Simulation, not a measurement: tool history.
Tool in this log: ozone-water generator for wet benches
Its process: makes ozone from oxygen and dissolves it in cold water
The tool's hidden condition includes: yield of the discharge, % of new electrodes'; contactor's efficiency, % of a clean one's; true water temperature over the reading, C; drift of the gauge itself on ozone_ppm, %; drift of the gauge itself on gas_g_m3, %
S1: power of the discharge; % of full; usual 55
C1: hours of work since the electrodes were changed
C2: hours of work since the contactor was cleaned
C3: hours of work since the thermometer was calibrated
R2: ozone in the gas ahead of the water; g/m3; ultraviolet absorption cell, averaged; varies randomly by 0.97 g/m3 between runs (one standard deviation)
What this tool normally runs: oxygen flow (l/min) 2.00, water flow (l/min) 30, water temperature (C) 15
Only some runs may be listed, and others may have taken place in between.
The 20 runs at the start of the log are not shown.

Run 21, day 30.408: usual settings but water temperature (C) 7; C1 2206; C2 169; C3 1899. Result: dissolved ozone (ppm) 6.80, R2 156.2 g/m3.
Run 22, day 32.383: usual settings but oxygen flow (l/min) 1.35, water flow (l/min) 39; C1 2245; C2 208; C3 1938. Result: dissolved ozone (ppm) 3.87, R2 177.2 g/m3.
Run 23, day 34.646: usual settings but oxygen flow (l/min) 1.03, water temperature (C) 8; C1 2290; C2 252; C3 1982. Result: dissolved ozone (ppm) 4.55, R2 190.3 g/m3.
Run 24, day 35.996: usual settings but S1 93 % of full; C1 2316; C2 279; C3 2009. Result: dissolved ozone (ppm) 9.56, R2 229.7 g/m3.
Run 25, day 38.000: usual settings but S1 93 % of full; C1 2355; C2 318; C3 2048. Result: dissolved ozone (ppm) 9.37, R2 225.9 g/m3.
Run 26, day 39.983: usual settings but S1 75 % of full, oxygen flow (l/min) 1.08, water flow (l/min) 25, water temperature (C) 11; C1 2394; C2 357; C3 2087. Result: dissolved ozone (ppm) 7.25, R2 235.1 g/m3.
Run 27, day 42.250: usual settings but S1 75 % of full, oxygen flow (l/min) 1.08, water flow (l/min) 25, water temperature (C) 11; C1 2439; C2 402; C3 2132. Result: dissolved ozone (ppm) 7.01, R2 233.9 g/m3.
Run 28, day 43.908: usual settings but S1 75 % of full, oxygen flow (l/min) 2.34, water flow (l/min) 19, water temperature (C) 11; C1 2471; C2 434; C3 2164. Result: dissolved ozone (ppm) 14.36, R2 185.0 g/m3.
Run 29, day 45.167: usual settings but S1 79 % of full, oxygen flow (l/min) 3.54, water flow (l/min) 24, water temperature (C) 7; C1 2496; C2 459; C3 2189. Result: dissolved ozone (ppm) 14.75, R2 168.4 g/m3.
Run 30, day 46.600: usual settings but S1 58 % of full, oxygen flow (l/min) 3.54, water flow (l/min) 24, water temperature (C) 7; C1 2524; C2 487; C3 2217. Result: dissolved ozone (ppm) 11.87, R2 135.6 g/m3.
Run 31, day 48.096: usual settings but S1 68 % of full, water flow (l/min) 29; C1 2553; C2 516; C3 2246. Result: dissolved ozone (ppm) 7.92, R2 180.0 g/m3.
Run 32, day 49.154: usual settings but oxygen flow (l/min) 1.15, water flow (l/min) 20; C1 2574; C2 537; C3 2267. Result: dissolved ozone (ppm) 7.52, R2 182.0 g/m3.

Alternative continuations, all from the tool just after run 32; predict every row:
Run A, day 50.750: usual settings but S1 63 % of full, oxygen flow (l/min) 1.18, water flow (l/min) 20, water temperature (C) 13; C1 2605; C2 568; C3 2298. Result: dissolved ozone (ppm) ?, R2 ?.
Run B, day 50.750: usual settings but S1 75 % of full, oxygen flow (l/min) 1.15, water flow (l/min) 20; C1 2605; C2 568; C3 2298. Result: dissolved ozone (ppm) ?, R2 ?.
Run C, day 50.750: usual settings but oxygen flow (l/min) 1.39, water flow (l/min) 19, water temperature (C) 18; C1 2605; C2 568; C3 2298. Result: dissolved ozone (ppm) ?, R2 ?.
Run D, day 50.750: usual settings but water temperature (C) 11; C1 2605; C2 568; C3 2298. Result: dissolved ozone (ppm) ?, R2 ?.

run  dissolved ozone (ppm)     R2
  A                   8.43  200.0
  B                   9.29  228.2
  C                   8.33  172.2
  D                   6.44  154.1
The same runs, with their run-to-run variation unchanged, on a tool lacking any hidden condition would have given:
run  dissolved ozone (ppm)     R2
  A                   9.13  215.4
  B                  10.16  248.2
  C                   8.97  184.0
  D                   6.94  164.6
